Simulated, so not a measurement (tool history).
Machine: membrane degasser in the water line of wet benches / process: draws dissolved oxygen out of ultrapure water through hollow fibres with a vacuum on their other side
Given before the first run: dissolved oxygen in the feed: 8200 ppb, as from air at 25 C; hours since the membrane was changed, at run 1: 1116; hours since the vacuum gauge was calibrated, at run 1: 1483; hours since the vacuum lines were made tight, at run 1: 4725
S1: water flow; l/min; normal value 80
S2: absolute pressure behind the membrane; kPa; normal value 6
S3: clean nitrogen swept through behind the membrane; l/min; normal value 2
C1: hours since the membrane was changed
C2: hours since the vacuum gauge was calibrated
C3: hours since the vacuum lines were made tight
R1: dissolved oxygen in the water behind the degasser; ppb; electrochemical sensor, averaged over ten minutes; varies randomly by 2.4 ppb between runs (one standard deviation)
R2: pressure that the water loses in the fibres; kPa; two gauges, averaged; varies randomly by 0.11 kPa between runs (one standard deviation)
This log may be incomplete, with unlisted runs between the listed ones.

run   hour   S1     S2    S3    C1    C2    C3     R1     R2
  1      0   80      6     2  1116  1483  4725  329.2   30.2
  2   53.3   80      6     2  1170  1536  4779  328.2  30.47
  3  106.2   80      6     2  1222  1589  4832  327.1  30.52
  4  139.8   80      6     2  1256  1623  4865  328.7  30.39
  5  164.9   80      6     2  1281  1648  4890  330.9  30.17
  6  215.2   80      6     2  1331  1698  4941  331.8  30.58
  7  260.5   80      6     2  1377  1743  4986    329  30.31
  8  291.3   80      6     2  1408  1774  5017  328.9  30.54
  9  328.2   76      6     2  1444  1811  5054  314.9  28.91
 10  363.4   76      6     2  1480  1846  5089  313.5  29.12
 11  390.7   76      6   0.9  1507  1873  5116  475.6  29.04
 12  442.4   80      6  0.95  1559  1925  5168  484.8  30.42
 13    477   80      6  0.95  1593  1960  5202  486.7  30.55
 14    525  118      6     2  1641  2008  5250  528.3  44.61
 15  555.1  118      6     2  1671  2038  5280  518.8  44.64
 16  582.1  118      6     2  1698  2065  5307  521.2   45.1
 17  606.1  118      6     2  1722  2089  5332  522.8  44.92
 18  657.6  118      6     2  1774  2140  5383  522.2  44.92
 19  683.1  118      6     2  1799  2166  5408  520.7  44.96
 20  719.2   66      6  1.65  1835  2202  5445  298.8  25.15
     722.5  -- vacuum gauge calibrated
 21  768.6   66  11.95  1.97  1884    46  5493  642.9  25.24

What will run 22 give?
 22  818.7  111  6.85   2  1934  96  5544   ?   ?

Run 22 yielded R1 576.3 ppb, R2 42.34 kPa.
On a tool with no hidden condition, and with the same random variation, this run would have come out at R1 559.7 ppb, R2 42.09 kPa.

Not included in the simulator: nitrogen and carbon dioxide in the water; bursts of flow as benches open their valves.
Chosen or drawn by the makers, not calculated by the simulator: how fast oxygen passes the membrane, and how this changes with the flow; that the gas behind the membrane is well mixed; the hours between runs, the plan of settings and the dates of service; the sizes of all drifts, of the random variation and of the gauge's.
